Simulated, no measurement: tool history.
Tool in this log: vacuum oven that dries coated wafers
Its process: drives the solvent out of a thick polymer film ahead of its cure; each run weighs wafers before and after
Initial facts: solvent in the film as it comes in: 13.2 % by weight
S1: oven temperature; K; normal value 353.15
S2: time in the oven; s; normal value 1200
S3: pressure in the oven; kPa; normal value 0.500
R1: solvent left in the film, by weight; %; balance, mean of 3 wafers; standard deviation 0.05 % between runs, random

run,day,S1,S2,S3,R1
1,0.000,353.15,1200,0.500,0.64
2,1.392,353.15,1200,0.500,0.64
3,2.308,353.15,1200,0.500,0.66
4,3.450,353.15,1200,0.742,0.77
5,4.254,343.15,1200,0.500,2.33
6,5.208,343.15,1200,0.500,2.40
7,6.192,343.15,840,0.500,3.66
8,6.783,343.15,840,0.500,3.65
9,7.371,343.15,840,0.500,3.64
10,8.362,353.15,1200,0.361,0.57
11,9.042,353.15,1200,0.361,0.67
12,10.125,353.15,1200,0.361,0.65
13,10.946,353.15,1200,0.361,0.65
14,11.554,341.15,1560,0.500,1.95
15,12.367,341.15,1500,0.594,2.19
16,13.242,343.15,1500,0.594,1.72
17,14.488,340.15,1380,0.500,2.68
18,15.854,340.15,1020,0.500,3.75
19,16.750,367.15,2100,0.258,0.02
20,17.604,353.15,1500,0.319,0.32
21,18.525,353.15,1500,0.319,0.34
22,19.671,356.15,660,0.388,1.53

Consider 3 possible next runs. They are alternatives, not a sequence: every one starts from the tool as it was left by run 22. What does each give?
A,20.433,356.15,1320,0.388,?
B,20.433,356.15,2100,1.917,?
C,20.433,354.15,1200,0.941,?

run,R1
A,0.34
B,0.56
C,0.72
With the hidden condition removed and each run's random variation left untouched, the same runs would have given:
run,R1
A,0.33
B,0.55
C,0.71
